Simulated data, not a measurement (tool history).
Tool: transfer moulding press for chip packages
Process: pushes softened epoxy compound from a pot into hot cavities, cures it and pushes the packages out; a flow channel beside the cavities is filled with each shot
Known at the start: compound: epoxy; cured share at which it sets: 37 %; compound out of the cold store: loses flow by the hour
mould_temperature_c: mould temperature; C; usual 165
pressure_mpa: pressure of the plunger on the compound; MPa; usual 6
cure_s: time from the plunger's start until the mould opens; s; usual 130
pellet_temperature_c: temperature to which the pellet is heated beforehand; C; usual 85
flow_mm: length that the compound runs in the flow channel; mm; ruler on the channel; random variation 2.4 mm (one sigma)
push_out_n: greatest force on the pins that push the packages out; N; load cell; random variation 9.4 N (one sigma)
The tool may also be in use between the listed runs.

run,hour,mould_temperature_c,pressure_mpa,cure_s,pellet_temperature_c,incoming compound's hours out of the cold store,flow_mm,push_out_n
1,0,165,6,130,85,39.2,587,578
# hour 8: cavities cleaned with cleaning compound and waxed
2,20.6,165,6,130,85,13.2,645,699
3,31.2,165,6,130,85,8.4,659,689
# hour 39: cavities cleaned with cleaning compound and waxed, once more
4,51.1,165,6,130,85,18.5,631,494
5,66.2,168,6,130,85,12.6,643,536
6,84.8,168,6,130,85,12,639,545
# hour 98.7: cavities cleaned with cleaning compound and waxed
7,103.5,168,6,130,85,46.6,554,433
8,115.4,165,6,130,85,9.9,648,515
9,132.9,165,6,153,85,10.6,651,533
10,149.1,165,6,153,85,35.8,587,558
# hour 158.6: cavities cleaned with cleaning compound and waxed
11,160,165,6,153,85,36.4,579,430
12,169.8,169,7.16,160,85,36.4,622,450
13,186.9,161,6.05,156,76,45,573,544
14,201.8,165,6.05,156,83,11.7,645,534
# hour 218.7: cavities cleaned with cleaning compound and waxed
15,220.1,165,6.05,156,83,18.3,623,424
16,229.2,165,6,155,93,25.7,601,470
17,242.5,165,6,155,86,18.8,619,493
18,257.8,158,6,135,85,46.8,573,739

Some steps in flow_mm between neighbouring runs. How much of each would the tool show without its hidden state too (settings, what came in, random variation), and how much is left for the hidden state, with any gauge scatter that isn't in both results?
The hidden state here: true mould temperature over the reading, C; pressure that reaches the compound, % of what is set; grip of the stained cavities, % over clean ones'; drift of the gauge itself on flow_mm, %; drift of the gauge itself on push_out_n, %.
Run 7 -> 8: mould_temperature_c 168 -> 165. flow_mm +94 mm: hidden state -4, all else +98.
Run 13 -> 14: mould_temperature_c 161 -> 165, pellet_temperature_c 76 -> 83. flow_mm +72 mm: hidden state -5, all else +77.
